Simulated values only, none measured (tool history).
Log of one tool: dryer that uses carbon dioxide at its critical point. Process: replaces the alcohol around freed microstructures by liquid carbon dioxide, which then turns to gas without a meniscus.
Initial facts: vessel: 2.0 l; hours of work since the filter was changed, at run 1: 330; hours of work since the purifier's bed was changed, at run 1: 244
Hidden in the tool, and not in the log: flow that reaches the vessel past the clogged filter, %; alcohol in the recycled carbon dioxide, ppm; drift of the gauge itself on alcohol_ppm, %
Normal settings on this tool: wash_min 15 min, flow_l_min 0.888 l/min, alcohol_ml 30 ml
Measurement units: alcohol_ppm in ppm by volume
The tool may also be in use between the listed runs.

| run | day | wash_min | flow_l_min | alcohol_ml | hours of work since the filter was changed | hours of work since the purifier's bed was changed | alcohol_ppm |
|---|---|---|---|---|---|---|---|
| 1 | 0.000 | 15 | 0.888 | 30 | 330 | 244 | 102 |
| 2 | 0.483 | 15 | 0.888 | 30 | 335 | 250 | 114 |
| 3 | 1.158 | 15 | 0.888 | 30 | 343 | 257 | 116 |
| 4 | 1.600 | 15 | 0.888 | 45 | 348 | 262 | 148 |
| 5 | 2.392 | 15 | 0.888 | 44 | 357 | 271 | 146 |
| 6 | 2.958 | 15 | 0.888 | 30 | 363 | 278 | 119 |
| 7 | 3.412 | 15 | 0.888 | 30 | 368 | 283 | 117 |
| 8 | 3.875 | 15 | 0.888 | 30 | 373 | 288 | 114 |
| 9 | 4.438 | 15 | 0.888 | 30 | 380 | 294 | 126 |
| 10 | 4.921 | 15 | 0.888 | 30 | 385 | 300 | 130 |
| 11 | 5.317 | 15 | 0.888 | 30 | 390 | 304 | 125 |
| 12 | 5.767 | 15 | 0.888 | 30 | 395 | 309 | 124 |
| 13 | 6.267 | 15 | 0.888 | 30 | 400 | 315 | 131 |
| 14 | 6.638 | 15 | 0.888 | 30 | 404 | 319 | 119 |
| 15 | 7.108 | 15 | 0.888 | 30 | 410 | 324 | 126 |
|  | 7.433 | inlet filter changed |
| 16 | 7.483 | 15 | 0.888 | 27 | 1 | 328 | 111 |
| 17 | 8.033 | 15 | 0.623 | 30 | 7 | 334 | 373 |
| 18 | 8.525 | 15 | 0.597 | 89 | 12 | 339 | 1125 |
| 19 | 9.121 | 15 | 0.597 | 89 | 19 | 346 | 1150 |
| 20 | 9.704 | 9 | 0.912 | 23 | 25 | 353 | 425 |
| 21 | 10.467 | 9 | 0.912 | 23 | 34 | 361 | 447 |
| 22 | 10.946 | 9 | 0.912 | 23 | 39 | 367 | 414 |
| 23 | 11.704 | 9 | 0.912 | 23 | 48 | 375 | 434 |
| 24 | 12.146 | 15 | 0.652 | 23 | 53 | 380 | 264 |
| 25 | 12.862 | 15 | 0.646 | 46 | 61 | 388 | 499 |
| 26 | 13.262 | 20 | 1.194 | 36 | 65 | 392 | 59 |
| 27 | 14.000 | 16 | 0.881 | 31 | 74 | 401 | 114 |
| 28 | 14.612 | 16 | 0.881 | 31 | 80 | 408 | 119 |
| 29 | 15.083 | 22 | 0.785 | 40 | 86 | 413 | 83 |
| 30 | 15.788 | 11 | 1.478 | 92 | 94 | 421 | 114 |
| 31 | 16.408 | 11 | 1.478 | 92 | 101 | 428 | 114 |

Forecast each of these 4 alternatives for the next run:
| A | 16.742 | 14 | 0.888 | 37 | 104 | 431 | ? |
| B | 16.742 | 15 | 0.888 | 25 | 104 | 431 | ? |
| C | 16.742 | 15 | 0.892 | 30 | 104 | 431 | ? |
| D | 16.742 | 17 | 0.888 | 30 | 104 | 431 | ? |

| run | alcohol_ppm |
|---|---|
| A | 177 |
| B | 125 |
| C | 126 |
| D | 90 |
Take away the tool's hidden state, keep each run's random variation, and the runs would have read:
| run | alcohol_ppm |
|---|---|
| A | 102 |
| B | 56 |
| C | 56 |
| D | 24 |

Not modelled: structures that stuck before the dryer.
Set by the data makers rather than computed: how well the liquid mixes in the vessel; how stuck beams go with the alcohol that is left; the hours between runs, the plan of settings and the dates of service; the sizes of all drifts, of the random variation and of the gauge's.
